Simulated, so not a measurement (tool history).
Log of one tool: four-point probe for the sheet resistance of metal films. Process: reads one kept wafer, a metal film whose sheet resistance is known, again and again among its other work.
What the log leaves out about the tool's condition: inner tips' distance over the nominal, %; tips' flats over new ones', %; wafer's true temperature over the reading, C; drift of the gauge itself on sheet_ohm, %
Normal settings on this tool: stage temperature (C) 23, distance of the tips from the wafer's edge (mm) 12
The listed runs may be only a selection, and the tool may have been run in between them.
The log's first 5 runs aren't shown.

run	hour	stage temperature (C)	distance of the tips from the wafer's edge (mm)	touches since the probe head was changed	hours of work since the stage's thermometer was calibrated	sheet resistance as the instrument gives it (ohm/square)
6	204.7	19	12	25276	667	7.873026
7	255.5	19	12	26361	701	7.869235
8	323.6	19	12	27817	747	7.869352
9	363.2	19	12	28665	773	7.869821
10	428.7	30	12	30064	817	7.844598
11	475.2	30	12	31060	848	7.842759
12	527.8	30	12	32185	883	7.843148
13	597.0	23	12	33665	929	7.863576
14	628.0	24	12	34327	950	7.859239
15	689.9	24	12	35650	991	7.861020
16	752.8	23	12	36996	1033	7.866472
17	798.2	23	12	37966	1063	7.863793
18	830.7	23	12	38662	1085	7.861878
19	865.5	28	12	39406	1108	7.851084
20	894.3	23	12	40022	1128	7.864136
21	961.1	26	12	41449	1172	7.857615
22	1006.3	26	12	42415	1202	7.856778
23	1042.1	31	44	43182	1226	7.833665
24	1072.4	31	44	43830	1246	7.838420
# hour 1078.1: stage's thermometer calibrated
25	1128.6	31	44	45021	34	7.834951
26	1190.7	31	44	46348	75	7.834033
27	1240.5	23	51	47413	108	7.858719

Predict the results of run 28:
28	1294.6	20	37	48570	144	?

sheet resistance as the instrument gives it (ohm/square): 7.865827
Were there no unlogged condition in the tool, this run, its random variation unchanged, would have produced sheet resistance as the instrument gives it (ohm/square) 7.866034.
